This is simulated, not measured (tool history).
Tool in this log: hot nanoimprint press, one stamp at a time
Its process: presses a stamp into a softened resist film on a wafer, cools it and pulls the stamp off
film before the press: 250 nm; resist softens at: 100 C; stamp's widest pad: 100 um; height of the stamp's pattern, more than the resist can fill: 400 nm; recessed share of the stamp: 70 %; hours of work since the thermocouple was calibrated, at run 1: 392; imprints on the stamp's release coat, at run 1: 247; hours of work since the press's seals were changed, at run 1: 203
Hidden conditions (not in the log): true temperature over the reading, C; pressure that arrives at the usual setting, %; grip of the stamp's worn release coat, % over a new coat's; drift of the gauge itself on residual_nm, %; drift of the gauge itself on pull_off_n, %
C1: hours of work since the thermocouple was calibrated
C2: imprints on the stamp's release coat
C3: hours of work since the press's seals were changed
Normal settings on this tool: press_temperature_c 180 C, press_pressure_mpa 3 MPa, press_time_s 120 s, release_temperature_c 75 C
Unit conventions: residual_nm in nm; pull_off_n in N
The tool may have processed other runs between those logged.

{"run": 1, "hour": 0.0, "press_temperature_c": 180, "press_pressure_mpa": 3, "press_time_s": 120, "release_temperature_c": 75, "C1": 392, "C2": 247, "C3": 203, "residual_nm": 149.3, "pull_off_n": 236}
{"run": 2, "hour": 8.4, "press_temperature_c": 180, "press_pressure_mpa": 3, "press_time_s": 120, "release_temperature_c": 76, "C1": 399, "C2": 282, "C3": 209, "residual_nm": 149.7, "pull_off_n": 229}
{"run": 3, "hour": 20.1, "press_temperature_c": 180, "press_pressure_mpa": 3, "press_time_s": 120, "release_temperature_c": 75, "C1": 408, "C2": 330, "C3": 218, "residual_nm": 149.5, "pull_off_n": 230}
{"run": 4, "hour": 33.8, "press_temperature_c": 180, "press_pressure_mpa": 3, "press_time_s": 120, "release_temperature_c": 75, "C1": 418, "C2": 385, "C3": 229, "residual_nm": 151.1, "pull_off_n": 226}
{"run": 5, "hour": 47.1, "press_temperature_c": 180, "press_pressure_mpa": 3, "press_time_s": 120, "release_temperature_c": 75, "C1": 429, "C2": 440, "C3": 239, "residual_nm": 150.9, "pull_off_n": 233}
{"run": 6, "hour": 59.0, "press_temperature_c": 180, "press_pressure_mpa": 3, "press_time_s": 120, "release_temperature_c": 61, "C1": 438, "C2": 489, "C3": 248, "residual_nm": 150.6, "pull_off_n": 281}
{"run": 7, "hour": 75.8, "press_temperature_c": 180, "press_pressure_mpa": 2.34, "press_time_s": 120, "release_temperature_c": 61, "C1": 451, "C2": 558, "C3": 261, "residual_nm": 163.5, "pull_off_n": 278}
{"run": 8, "hour": 87.8, "press_temperature_c": 172, "press_pressure_mpa": 2.62, "press_time_s": 120, "release_temperature_c": 72, "C1": 460, "C2": 607, "C3": 271, "residual_nm": 186.6, "pull_off_n": 241}
{"run": 9, "hour": 96.6, "press_temperature_c": 179, "press_pressure_mpa": 3, "press_time_s": 120, "release_temperature_c": 70, "C1": 467, "C2": 643, "C3": 278, "residual_nm": 154.5, "pull_off_n": 247}
{"run": 10, "hour": 108.6, "press_temperature_c": 179, "press_pressure_mpa": 3, "press_time_s": 120, "release_temperature_c": 70, "C1": 476, "C2": 692, "C3": 287, "residual_nm": 155.9, "pull_off_n": 247}
{"hour": 122.9, "done": "plate thermocouple calibrated"}
{"run": 11, "hour": 129.8, "press_temperature_c": 173, "press_pressure_mpa": 2.24, "press_time_s": 98, "release_temperature_c": 69, "C1": 5, "C2": 767, "C3": 301, "residual_nm": 200.6, "pull_off_n": 253}
{"run": 12, "hour": 144.8, "press_temperature_c": 188, "press_pressure_mpa": 3.02, "press_time_s": 95, "release_temperature_c": 67, "C1": 17, "C2": 828, "C3": 313, "residual_nm": 135.4, "pull_off_n": 257}
{"run": 13, "hour": 159.0, "press_temperature_c": 180, "press_pressure_mpa": 3, "press_time_s": 117, "release_temperature_c": 72, "C1": 28, "C2": 886, "C3": 324, "residual_nm": 153.8, "pull_off_n": 244}
{"hour": 169.2, "done": "stamp cleaned and given a new release coat"}
{"run": 14, "hour": 175.4, "press_temperature_c": 182, "press_pressure_mpa": 3, "press_time_s": 85, "release_temperature_c": 62, "C1": 36, "C2": 25, "C3": 332, "residual_nm": 162.3, "pull_off_n": 263}

Table of differences, measured result less the result of that run with no hidden state. Run-to-run variation is the same in both. Gauge scatter possibly is not:
run=1 residual_nm=+0
run=2 residual_nm=+0.2
run=3 residual_nm=+0.5
run=4 residual_nm=+0.8
run=5 residual_nm=+1.1
run=6 residual_nm=+1.3
run=7 residual_nm=+1.9
run=8 residual_nm=+2.5
run=9 residual_nm=+2.3
run=10 residual_nm=+2.6
run=11 residual_nm=+3.7
run=12 residual_nm=+2.8
run=13 residual_nm=+3.5
run=14 residual_nm=+4
pull_off_n: within 2 N of the measured result in every run.
